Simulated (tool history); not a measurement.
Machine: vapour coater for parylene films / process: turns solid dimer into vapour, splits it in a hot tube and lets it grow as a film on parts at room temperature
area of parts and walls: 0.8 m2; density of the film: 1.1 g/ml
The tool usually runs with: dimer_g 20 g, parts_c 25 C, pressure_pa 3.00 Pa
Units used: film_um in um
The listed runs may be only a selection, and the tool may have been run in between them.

run    hour  dimer_g  parts_c  pressure_pa  film_um
  1     0.0       20       25         3.00    15.64
  2    28.5       20       25         3.00    15.53
       52.2  -- trap's valve overhauled
  3    72.6       20       25         3.00    16.43
  4   123.2       20       25         3.00    16.19
  5   175.5       20       25         2.90    16.20
  6   210.6       20       25         3.00    16.08
  7   235.4       20       25         3.00    15.87
  8   263.6       20       25         3.00    15.88
  9   308.9       20       25         3.00    15.77
 10   360.6       20       25         3.00    15.70
 11   404.5       20       25         3.00    15.49
 12   433.4       20       25         3.00    15.43
      457.7  -- trap's valve overhauled
 13   470.7       20       25         3.00    16.46
 14   507.2       20       29         3.00    14.69
 15   554.2       20       25         3.00    16.11
 16   591.2       20       25         3.00    15.96
 17   628.9       20       25         3.00    15.86
 18   676.4       20       25         5.18    14.81
 19   725.3       17       25         5.18    12.50
 20   773.2       12       25         3.00     9.37
 21   805.1       12       25         4.29     8.90
 22   847.5       12       25         4.29     8.83
      862.2  -- trap's valve overhauled
 23   902.0       12       25         4.29     9.33
 24   952.0       26       20        11.01    20.33
 25   988.5       20       18         3.00    18.97
 26  1025.1       11       29         3.00     7.92
 27  1068.0       20       35         2.61    12.53
 28  1112.6       34       35         2.51    21.30
 29  1157.4       34       18        10.33    27.13
 30  1187.1       21       23         8.27    15.13
 31  1232.7       21       23         8.27    15.10
     1267.2  -- trap's valve overhauled
 32  1283.0       20       27         2.79    15.72
 33  1313.7       11       35         7.70     6.29
 34  1354.2       11       35         7.70     6.22
 35  1405.9       11       27         7.70     7.51
 36  1433.0       11       27         7.70     7.44
 37  1458.6       20       18         2.77    19.07
 38  1513.0       14       23         9.30    10.17
 39  1566.3       14       23         9.30    10.12

Run 40 has not been measured yet. What should we expect?
 40  1612.2       13       22         3.00        ?

Run 40 measured film_um 10.76 um.
The same run, on a tool lacking any hidden state, would have yielded film_um 11.47 um.

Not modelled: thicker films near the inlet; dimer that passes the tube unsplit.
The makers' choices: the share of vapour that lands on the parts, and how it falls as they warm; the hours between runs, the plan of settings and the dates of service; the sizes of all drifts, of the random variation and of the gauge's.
